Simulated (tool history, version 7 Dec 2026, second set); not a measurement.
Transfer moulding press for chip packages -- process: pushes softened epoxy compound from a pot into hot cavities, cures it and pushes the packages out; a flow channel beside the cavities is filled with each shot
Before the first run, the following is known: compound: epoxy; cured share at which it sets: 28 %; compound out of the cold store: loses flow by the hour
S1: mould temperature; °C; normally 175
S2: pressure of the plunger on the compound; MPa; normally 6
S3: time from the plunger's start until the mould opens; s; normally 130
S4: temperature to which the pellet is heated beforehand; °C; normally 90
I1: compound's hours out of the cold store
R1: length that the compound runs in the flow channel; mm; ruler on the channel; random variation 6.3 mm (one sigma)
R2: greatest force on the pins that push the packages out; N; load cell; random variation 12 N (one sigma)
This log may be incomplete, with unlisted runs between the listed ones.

run     day   S1    S2   S3  S4    I1   R1   R2
  1       0  175     6  130  90  23.7  745  597
  2   1.079  175     6  130  90  47.7  679  571
      1.967  -- plunger's sealing rings changed
  3       2  175     6  130  90  16.8  776  613
      2.846  -- mould's thermocouples calibrated
  4   3.471  175     6  130  90  25.6  741  613
  5   5.112  175     6  130  90  13.8  783  612
  6   6.662  175     6  130  90  26.2  739  618
      7.379  -- cavities cleaned with cleaning compound and waxed
  7   7.542  175     6  130  90  37.6  697  587
  8   9.283  175     6  130  90  16.9  767  618
  9  10.271  175     6  130  90  43.3  699  597
 10  11.675  175     6  130  90  10.1  792  623
 11  12.808  175     6  130  90    26  730  589
 12  13.804  175     6  130  90  39.7  692  601
     15.138  -- cavities cleaned with cleaning compound and waxed
 13  15.488  175     6  130  90  33.2  722  583
 14  17.188  174     6  130  87  27.1  745  631
 15  19.017  174     6  130  92  42.9  691  605
 16  20.396  169   5.7  133  98    12  786  830
 17  21.308  177     6  134  92  10.6  780  539
     22.788  -- cavities cleaned with cleaning compound and waxed
 18  22.996  177  5.28  134  92  37.5  655  526
 19   24.45  177  5.28  134  92  11.5  723  533
 20  26.429  175  5.66  130  96    33  694  588
 21  27.842  175  6.39  156  99    22  776  467
 22  29.229  178  6.39  156  99  35.5  728  452
 23  30.229  178  6.39  156  99  34.4  735  446
      30.45  -- cavities cleaned with cleaning compound and waxed
 24  31.612  178  6.39  156  99  43.8  714  455
 25  32.488  178  6.39  156  99  34.5  733  447
 26  34.233  180  4.81  138  92  24.5  665  480

Alternative continuations, all from the tool just after run 26; predict every row:
  A  35.85  175  6.49  137  85  20.2   ?   ?
  B  35.85  180  5.18  137  97  39.9   ?   ?
  C  35.85  175  4.75  124  82  28.2   ?   ?
  D  35.85  167  4.81  123  90  35.2   ?   ?

run   R1    R2
  A  790   539
  B  642   466
  C  651   670
  D  649  1053
With the hidden condition removed and each run's random variation left untouched, the same runs would have given:
run   R1    R2
  A  792   533
  B  643   461
  C  652   662
  D  650  1041
